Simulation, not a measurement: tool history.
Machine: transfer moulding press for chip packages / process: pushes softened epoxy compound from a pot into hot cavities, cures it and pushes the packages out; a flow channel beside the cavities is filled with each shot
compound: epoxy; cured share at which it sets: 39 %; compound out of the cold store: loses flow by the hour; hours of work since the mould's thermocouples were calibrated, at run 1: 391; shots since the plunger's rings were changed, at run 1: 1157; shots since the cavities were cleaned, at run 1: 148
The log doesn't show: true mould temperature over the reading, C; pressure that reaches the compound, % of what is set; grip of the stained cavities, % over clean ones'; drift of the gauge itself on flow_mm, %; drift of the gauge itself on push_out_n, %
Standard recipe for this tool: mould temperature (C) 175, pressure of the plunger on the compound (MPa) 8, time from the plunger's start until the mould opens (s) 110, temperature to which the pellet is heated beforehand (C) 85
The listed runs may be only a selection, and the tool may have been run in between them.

| run | hour | mould temperature (C) | pressure of the plunger on the compound (MPa) | time from the plunger's start until the mould opens (s) | temperature to which the pellet is heated beforehand (C) | hours of work since the mould's thermocouples were calibrated | shots since the plunger's rings were changed | shots since the cavities were cleaned | incoming compound's hours out of the cold store | length that the compound runs in the flow channel (mm) | greatest force on the pins that push the packages out (N) |
|---|---|---|---|---|---|---|---|---|---|---|---|
| 1 | 0 | 175 | 8 | 110 | 85 | 391 | 1157 | 148 | 28.9 | 661 | 183 |
| 2 | 12.9 | 175 | 8 | 110 | 85 | 401 | 1304 | 295 | 45.4 | 631 | 187 |
| 3 | 30.1 | 178 | 8 | 110 | 85 | 413 | 1502 | 493 | 46.3 | 627 | 177 |
| 4 | 48.5 | 178 | 8 | 110 | 85 | 427 | 1714 | 705 | 15.8 | 682 | 182 |
|  | 52.3 | mould's thermocouples calibrated |
| 5 | 64.9 | 178 | 8 | 110 | 85 | 9 | 1879 | 870 | 9.3 | 696 | 177 |
|  | 78.5 | cavities cleaned with cleaning compound and waxed |
| 6 | 82.3 | 175 | 8 | 110 | 85 | 21 | 2061 | 43 | 46.9 | 620 | 192 |
| 7 | 100.7 | 175 | 8 | 110 | 76 | 34 | 2272 | 254 | 34.9 | 650 | 197 |
| 8 | 120.8 | 175 | 8 | 110 | 76 | 49 | 2503 | 485 | 40 | 646 | 197 |
| 9 | 132.2 | 175 | 8 | 110 | 85 | 57 | 2633 | 615 | 28.7 | 662 | 187 |
| 10 | 144.3 | 170 | 8 | 110 | 85 | 66 | 2773 | 755 | 25.3 | 686 | 263 |
|  | 152.4 | plunger's sealing rings changed |
| 11 | 165.8 | 170 | 8 | 110 | 85 | 80 | 154 | 972 | 46.6 | 646 | 255 |
|  | 172.2 | cavities cleaned with cleaning compound and waxed |
| 12 | 177.7 | 175 | 8 | 110 | 85 | 87 | 273 | 62 | 37.3 | 649 | 196 |
| 13 | 193.2 | 171 | 8 | 110 | 85 | 99 | 451 | 240 | 36.4 | 663 | 241 |
| 14 | 213.2 | 171 | 8 | 110 | 85 | 113 | 681 | 470 | 11.9 | 711 | 249 |
| 15 | 226.1 | 171 | 8 | 110 | 85 | 123 | 829 | 618 | 24.3 | 697 | 240 |
| 16 | 245 | 170 | 6.21 | 93 | 78 | 136 | 1045 | 834 | 47.5 | 563 | 364 |
|  | 262.5 | cavities cleaned with cleaning compound and waxed |
| 17 | 265.6 | 170 | 6.21 | 93 | 78 | 150 | 1264 | 35 | 31.5 | 592 | 364 |
| 18 | 286.5 | 172 | 8.82 | 106 | 85 | 166 | 1505 | 276 | 41.1 | 686 | 240 |
| 19 | 306.2 | 172 | 8.82 | 101 | 91 | 180 | 1731 | 502 | 14.1 | 746 | 285 |
| 20 | 321.8 | 175 | 8 | 129 | 78 | 191 | 1910 | 681 | 42.3 | 639 | 173 |
| 21 | 335 | 175 | 7.24 | 136 | 78 | 201 | 2061 | 832 | 28.5 | 639 | 171 |
| 22 | 349.6 | 172 | 6.89 | 110 | 85 | 212 | 2229 | 1000 | 25.8 | 638 | 224 |
|  | 352.9 | cavities cleaned with cleaning compound and waxed |
| 23 | 367.6 | 172 | 6.89 | 110 | 85 | 224 | 2418 | 169 | 41.4 | 599 | 229 |
| 24 | 384.6 | 182 | 8 | 110 | 85 | 236 | 2613 | 364 | 34.1 | 634 | 165 |
|  | 406 | plunger's sealing rings changed |
| 25 | 407.1 | 177 | 8.22 | 110 | 85 | 251 | 12 | 593 | 34.8 | 652 | 187 |
| 26 | 430.7 | 169 | 8.22 | 110 | 90 | 268 | 283 | 864 | 47.4 | 664 | 265 |
|  | 446.8 | cavities cleaned with cleaning compound and waxed |
| 27 | 456.6 | 175 | 8 | 107 | 85 | 286 | 563 | 112 | 15.4 | 688 | 196 |
| 28 | 475.2 | 175 | 8 | 126 | 78 | 299 | 776 | 325 | 9.7 | 706 | 171 |

Predict each of these 5 candidate next runs independently; none follows another, all start after run 28:
| A | 488.7 | 175 | 9.82 | 126 | 78 | 309 | 931 | 480 | 40.8 | ? | ? |
| B | 488.7 | 167 | 8 | 110 | 85 | 309 | 931 | 480 | 25.1 | ? | ? |
| C | 488.7 | 176 | 8 | 110 | 85 | 309 | 931 | 480 | 26.8 | ? | ? |
| D | 488.7 | 172 | 8 | 149 | 94 | 309 | 931 | 480 | 11.5 | ? | ? |
| E | 488.7 | 175 | 8 | 112 | 85 | 309 | 931 | 480 | 14.7 | ? | ? |

| run | length that the compound runs in the flow channel (mm) | greatest force on the pins that push the packages out (N) |
|---|---|---|
| A | 707 | 180 |
| B | 701 | 338 |
| C | 662 | 197 |
| D | 712 | 168 |
| E | 697 | 191 |
Without the tool's unlogged condition, the same runs would have read:
| run | length that the compound runs in the flow channel (mm) | greatest force on the pins that push the packages out (N) |
|---|---|---|
| A | 707 | 178 |
| B | 701 | 334 |
| C | 663 | 194 |
| D | 713 | 166 |
| E | 697 | 189 |
